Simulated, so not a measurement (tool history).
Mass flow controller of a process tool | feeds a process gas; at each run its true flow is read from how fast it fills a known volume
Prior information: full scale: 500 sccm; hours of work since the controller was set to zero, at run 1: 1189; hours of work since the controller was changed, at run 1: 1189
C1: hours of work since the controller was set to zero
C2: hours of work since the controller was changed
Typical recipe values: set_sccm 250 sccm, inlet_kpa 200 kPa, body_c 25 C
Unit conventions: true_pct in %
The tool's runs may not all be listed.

run 1 hour=0 | set_sccm=250 inlet_kpa=200 body_c=25 | C1=1189 C2=1189 | true_pct=99.28
run 2 hour=101.2 | set_sccm=250 inlet_kpa=200 body_c=25 | C1=1243 C2=1243 | true_pct=99.43
run 3 hour=163.2 | set_sccm=250 inlet_kpa=200 body_c=25 | C1=1275 C2=1275 | true_pct=99.42
run 4 hour=241.8 | set_sccm=250 inlet_kpa=200 body_c=25 | C1=1317 C2=1317 | true_pct=99.49
run 5 hour=351.4 | set_sccm=250 inlet_kpa=200 body_c=25 | C1=1374 C2=1374 | true_pct=99.62
run 6 hour=460.6 | set_sccm=250 inlet_kpa=200 body_c=25 | C1=1432 C2=1432 | true_pct=99.74
run 7 hour=550.7 | set_sccm=250 inlet_kpa=200 body_c=25 | C1=1479 C2=1479 | true_pct=99.8
run 8 hour=655.4 | set_sccm=250 inlet_kpa=200 body_c=25 | C1=1534 C2=1534 | true_pct=99.84
run 9 hour=721.9 | set_sccm=250 inlet_kpa=200 body_c=25 | C1=1570 C2=1570 | true_pct=100.07
run 10 hour=829.7 | set_sccm=250 inlet_kpa=230 body_c=25 | C1=1626 C2=1626 | true_pct=100.06
run 11 hour=920.2 | set_sccm=250 inlet_kpa=230 body_c=25 | C1=1674 C2=1674 | true_pct=100.07
run 12 hour=1008.1 | set_sccm=250 inlet_kpa=230 body_c=25 | C1=1720 C2=1720 | true_pct=100.12
run 13 hour=1086.4 | set_sccm=250 inlet_kpa=230 body_c=24 | C1=1761 C2=1761 | true_pct=100.11
run 14 hour=1184.1 | set_sccm=250 inlet_kpa=230 body_c=24 | C1=1813 C2=1813 | true_pct=100.1
run 15 hour=1255.2 | set_sccm=250 inlet_kpa=230 body_c=24 | C1=1850 C2=1850 | true_pct=100.13
run 16 hour=1345.1 | set_sccm=250 inlet_kpa=200 body_c=37 | C1=1898 C2=1898 | true_pct=102.06
run 17 hour=1449.9 | set_sccm=250 inlet_kpa=200 body_c=37 | C1=1953 C2=1953 | true_pct=102.1
run 18 hour=1501.3 | set_sccm=250 inlet_kpa=200 body_c=37 | C1=1980 C2=1980 | true_pct=102.18
run 19 hour=1555 | set_sccm=250 inlet_kpa=200 body_c=25 | C1=2008 C2=2008 | true_pct=100.84
run 20 hour=1641.1 | set_sccm=250 inlet_kpa=200 body_c=25 | C1=2053 C2=2053 | true_pct=100.91
run 21 hour=1747.7 | set_sccm=250 inlet_kpa=200 body_c=25 | C1=2110 C2=2110 | true_pct=100.91
run 22 hour=1798.3 | set_sccm=250 inlet_kpa=200 body_c=25 | C1=2136 C2=2136 | true_pct=101.14
run 23 hour=1852.9 | set_sccm=250 inlet_kpa=200 body_c=25 | C1=2165 C2=2165 | true_pct=101.1
run 24 hour=1900.9 | set_sccm=138 inlet_kpa=142 body_c=25 | C1=2190 C2=2190 | true_pct=100.98
run 25 hour=2008.6 | set_sccm=138 inlet_kpa=142 body_c=25 | C1=2247 C2=2247 | true_pct=101.27
run 26 hour=2067.5 | set_sccm=138 inlet_kpa=142 body_c=25 | C1=2278 C2=2278 | true_pct=101.3
run 27 hour=2144.6 | set_sccm=138 inlet_kpa=142 body_c=25 | C1=2318 C2=2318 | true_pct=101.27
-- hour=2195.5 gauge calibrated
run 28 hour=2213.1 | set_sccm=138 inlet_kpa=142 body_c=25 | C1=2355 C2=2355 | true_pct=99.19
run 29 hour=2270.3 | set_sccm=138 inlet_kpa=142 body_c=25 | C1=2385 C2=2385 | true_pct=99.39
run 30 hour=2380.1 | set_sccm=101 inlet_kpa=268 body_c=30 | C1=2442 C2=2442 | true_pct=99.3
run 31 hour=2472.8 | set_sccm=214 inlet_kpa=200 body_c=26 | C1=2491 C2=2491 | true_pct=99.61
run 32 hour=2527.2 | set_sccm=214 inlet_kpa=221 body_c=25 | C1=2520 C2=2520 | true_pct=99.49
run 33 hour=2574.9 | set_sccm=429 inlet_kpa=200 body_c=25 | C1=2545 C2=2545 | true_pct=100.18
run 34 hour=2672 | set_sccm=50 inlet_kpa=226 body_c=35 | C1=2596 C2=2596 | true_pct=100.32
run 35 hour=2735.2 | set_sccm=83 inlet_kpa=253 body_c=23 | C1=2629 C2=2629 | true_pct=98.92
run 36 hour=2813.3 | set_sccm=83 inlet_kpa=228 body_c=37 | C1=2670 C2=2670 | true_pct=100.66
run 37 hour=2870.8 | set_sccm=259 inlet_kpa=230 body_c=25 | C1=2701 C2=2701 | true_pct=99.79
run 38 hour=2976 | set_sccm=278 inlet_kpa=208 body_c=25 | C1=2756 C2=2756 | true_pct=100.05
run 39 hour=3078.5 | set_sccm=211 inlet_kpa=157 body_c=38 | C1=2810 C2=2810 | true_pct=101.69
run 40 hour=3174.6 | set_sccm=211 inlet_kpa=217 body_c=39 | C1=2861 C2=2861 | true_pct=101.66
run 41 hour=3242.8 | set_sccm=195 inlet_kpa=200 body_c=25 | C1=2897 C2=2897 | true_pct=100.15
run 42 hour=3307.5 | set_sccm=123 inlet_kpa=264 body_c=22 | C1=2931 C2=2931 | true_pct=99.32
run 43 hour=3397.6 | set_sccm=123 inlet_kpa=264 body_c=32 | C1=2978 C2=2978 | true_pct=100.69

For some of the steps in true_pct from one run to the next: how much would appear even if the tool had no hidden state, given the settings, what came in and random variation, and how much remains for the hidden state plus any gauge scatter that the measured result and the result without hidden state don't share?
Hidden state present: flow at rest that the sensor doesn't see, % of full scale; true flow over the shown one, %; drift of the gauge itself on true_pct, %.
Run 4 -> 5: no setting changed, nothing entered. true_pct +0.13 %: hidden state +0.11, all else +0.02.
Run 15 -> 16: inlet_kpa 230 -> 200, body_c 24 -> 37. true_pct +1.93 %: hidden state +0.11, all else +1.82.
Run 27 -> 28: gauge calibrated. true_pct -2.08 %: hidden state -2.05, all else -0.03.
Run 33 -> 34: set_sccm 429 -> 50, inlet_kpa 200 -> 226, body_c 25 -> 35. true_pct +0.14 %: hidden state +0.13, all else +0.01.
Run 35 -> 36: inlet_kpa 253 -> 228, body_c 23 -> 37. true_pct +1.74 %: hidden state +0.08, all else +1.66.

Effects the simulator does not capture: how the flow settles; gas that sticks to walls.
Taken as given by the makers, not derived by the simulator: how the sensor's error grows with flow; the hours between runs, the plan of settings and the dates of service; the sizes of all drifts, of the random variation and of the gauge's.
